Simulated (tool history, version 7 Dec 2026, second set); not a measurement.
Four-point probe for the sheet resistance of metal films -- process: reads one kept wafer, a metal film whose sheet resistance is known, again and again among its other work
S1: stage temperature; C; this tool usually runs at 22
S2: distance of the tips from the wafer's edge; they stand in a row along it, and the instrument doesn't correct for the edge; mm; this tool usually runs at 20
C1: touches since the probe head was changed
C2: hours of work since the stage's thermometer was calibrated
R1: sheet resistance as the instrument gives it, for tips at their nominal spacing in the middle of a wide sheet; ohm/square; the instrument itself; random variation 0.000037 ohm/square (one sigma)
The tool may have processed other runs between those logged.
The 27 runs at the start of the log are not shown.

{"run": 28, "hour": 963.7, "S1": 22, "S2": 12, "C1": 76615, "C2": 61, "R1": 0.184044}
{"run": 29, "hour": 1009.8, "S1": 22, "S2": 4, "C1": 77562, "C2": 84, "R1": 0.18538}
{"run": 30, "hour": 1041.4, "S1": 19, "S2": 22, "C1": 78212, "C2": 100, "R1": 0.183933}
{"hour": 1067.5, "done": "stage's thermometer calibrated, once more"}
{"run": 31, "hour": 1073.6, "S1": 19, "S2": 4, "C1": 78864, "C2": 3, "R1": 0.185582}
{"run": 32, "hour": 1109.4, "S1": 26, "S2": 4, "C1": 79600, "C2": 21, "R1": 0.185518}
{"run": 33, "hour": 1134.7, "S1": 26, "S2": 47, "C1": 80120, "C2": 34, "R1": 0.183983}
{"run": 34, "hour": 1156.5, "S1": 23, "S2": 48, "C1": 80567, "C2": 45, "R1": 0.183939}
{"run": 35, "hour": 1177.6, "S1": 32, "S2": 40, "C1": 81002, "C2": 55, "R1": 0.183917}
{"run": 36, "hour": 1214.6, "S1": 30, "S2": 6, "C1": 81763, "C2": 74, "R1": 0.184614}
{"hour": 1248.5, "done": "new probe head fitted"}
{"run": 37, "hour": 1253.5, "S1": 30, "S2": 6, "C1": 101, "C2": 93, "R1": 0.186451}
{"run": 38, "hour": 1284.8, "S1": 32, "S2": 6, "C1": 746, "C2": 109, "R1": 0.186409}
{"run": 39, "hour": 1316.3, "S1": 24, "S2": 8, "C1": 1392, "C2": 125, "R1": 0.186123}
{"run": 40, "hour": 1356.7, "S1": 21, "S2": 10, "C1": 2223, "C2": 145, "R1": 0.185965}
{"run": 41, "hour": 1399.7, "S1": 21, "S2": 10, "C1": 3107, "C2": 167, "R1": 0.185883}
{"run": 42, "hour": 1434.1, "S1": 25, "S2": 31, "C1": 3814, "C2": 184, "R1": 0.185552}
{"run": 43, "hour": 1459.3, "S1": 35, "S2": 5, "C1": 4332, "C2": 197, "R1": 0.186595}
{"run": 44, "hour": 1496.6, "S1": 35, "S2": 5, "C1": 5098, "C2": 216, "R1": 0.186567}
{"run": 45, "hour": 1524.4, "S1": 31, "S2": 4, "C1": 5671, "C2": 230, "R1": 0.187104}

Forecast each of these 4 alternatives for the next run:
{"run": "A", "hour": 1559.5, "S1": 21, "S2": 4, "C1": 6392, "C2": 247, "R1": "?"}
{"run": "B", "hour": 1559.5, "S1": 23, "S2": 73, "C1": 6392, "C2": 247, "R1": "?"}
{"run": "C", "hour": 1559.5, "S1": 18, "S2": 20, "C1": 6392, "C2": 247, "R1": "?"}
{"run": "D", "hour": 1559.5, "S1": 23, "S2": 3, "C1": 6392, "C2": 247, "R1": "?"}

run=A R1=0.187103
run=B R1=0.185503
run=C R1=0.185673
run=D R1=0.188288
Without the tool's hidden state the same runs would have given:
run=A R1=0.187660
run=B R1=0.186056
run=C R1=0.186226
run=D R1=0.188848
